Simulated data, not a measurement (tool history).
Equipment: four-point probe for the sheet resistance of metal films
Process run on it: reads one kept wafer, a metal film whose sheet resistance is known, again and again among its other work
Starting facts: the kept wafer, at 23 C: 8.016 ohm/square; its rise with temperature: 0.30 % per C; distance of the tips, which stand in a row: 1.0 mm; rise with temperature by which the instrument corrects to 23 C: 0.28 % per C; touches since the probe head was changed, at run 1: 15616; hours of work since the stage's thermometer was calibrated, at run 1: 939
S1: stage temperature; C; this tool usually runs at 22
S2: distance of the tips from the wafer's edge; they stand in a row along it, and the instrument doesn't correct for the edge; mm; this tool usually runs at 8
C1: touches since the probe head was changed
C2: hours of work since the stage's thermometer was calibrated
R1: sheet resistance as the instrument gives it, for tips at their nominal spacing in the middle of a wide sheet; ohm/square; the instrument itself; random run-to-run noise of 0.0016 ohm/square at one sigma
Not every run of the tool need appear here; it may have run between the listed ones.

run 1 hour=0.0 | S1=22 S2=8 | C1=15616 C2=939 | R1=8.102272
run 2 hour=27.0 | S1=22 S2=8 | C1=16084 C2=956 | R1=8.102187
run 3 hour=73.2 | S1=22 S2=11 | C1=16886 C2=984 | R1=8.073242
run 4 hour=106.2 | S1=19 S2=11 | C1=17459 C2=1004 | R1=8.069686
run 5 hour=140.1 | S1=19 S2=68 | C1=18047 C2=1024 | R1=8.034698
run 6 hour=165.3 | S1=19 S2=8 | C1=18485 C2=1040 | R1=8.100787
run 7 hour=197.8 | S1=19 S2=8 | C1=19048 C2=1059 | R1=8.104489
-- hour=202.1 stage's thermometer calibrated
run 8 hour=241.8 | S1=34 S2=8 | C1=19803 C2=24 | R1=8.130490
run 9 hour=281.5 | S1=34 S2=8 | C1=20492 C2=48 | R1=8.129804
-- hour=323.0 stage's thermometer calibrated, once more
run 10 hour=324.9 | S1=22 S2=8 | C1=21236 C2=1 | R1=8.114357
run 11 hour=359.8 | S1=22 S2=4 | C1=21841 C2=22 | R1=8.303967
run 12 hour=403.6 | S1=22 S2=4 | C1=22601 C2=49 | R1=8.304681
run 13 hour=427.8 | S1=22 S2=4 | C1=23021 C2=63 | R1=8.306708
run 14 hour=472.8 | S1=22 S2=65 | C1=23802 C2=91 | R1=8.046374
run 15 hour=513.7 | S1=22 S2=4 | C1=24512 C2=115 | R1=8.310148
run 16 hour=553.8 | S1=21 S2=4 | C1=25207 C2=140 | R1=8.306548
run 17 hour=601.3 | S1=21 S2=4 | C1=26032 C2=169 | R1=8.306159
run 18 hour=643.9 | S1=21 S2=4 | C1=26770 C2=194 | R1=8.309713
run 19 hour=695.6 | S1=28 S2=16 | C1=27668 C2=226 | R1=8.077262
run 20 hour=748.0 | S1=32 S2=50 | C1=28576 C2=257 | R1=8.073075
run 21 hour=779.4 | S1=32 S2=50 | C1=29121 C2=276 | R1=8.075858

Below are 4 alternative next runs, each starting from the tool's condition after run 21. Predict each:
run A hour=833.0 | S1=25 S2=10 | C1=30051 C2=309 | R1=?
run B hour=833.0 | S1=22 S2=48 | C1=30051 C2=309 | R1=?
run C hour=833.0 | S1=22 S2=11 | C1=30051 C2=309 | R1=?
run D hour=833.0 | S1=20 S2=17 | C1=30051 C2=309 | R1=?

run=A R1=8.102728
run=B R1=8.058465
run=C R1=8.090288
run=D R1=8.067410
Had the tool no hidden state, the same runs would have come out as:
run=A R1=8.061613
run=B R1=8.017543
run=C R1=8.049217
run=D R1=8.026436
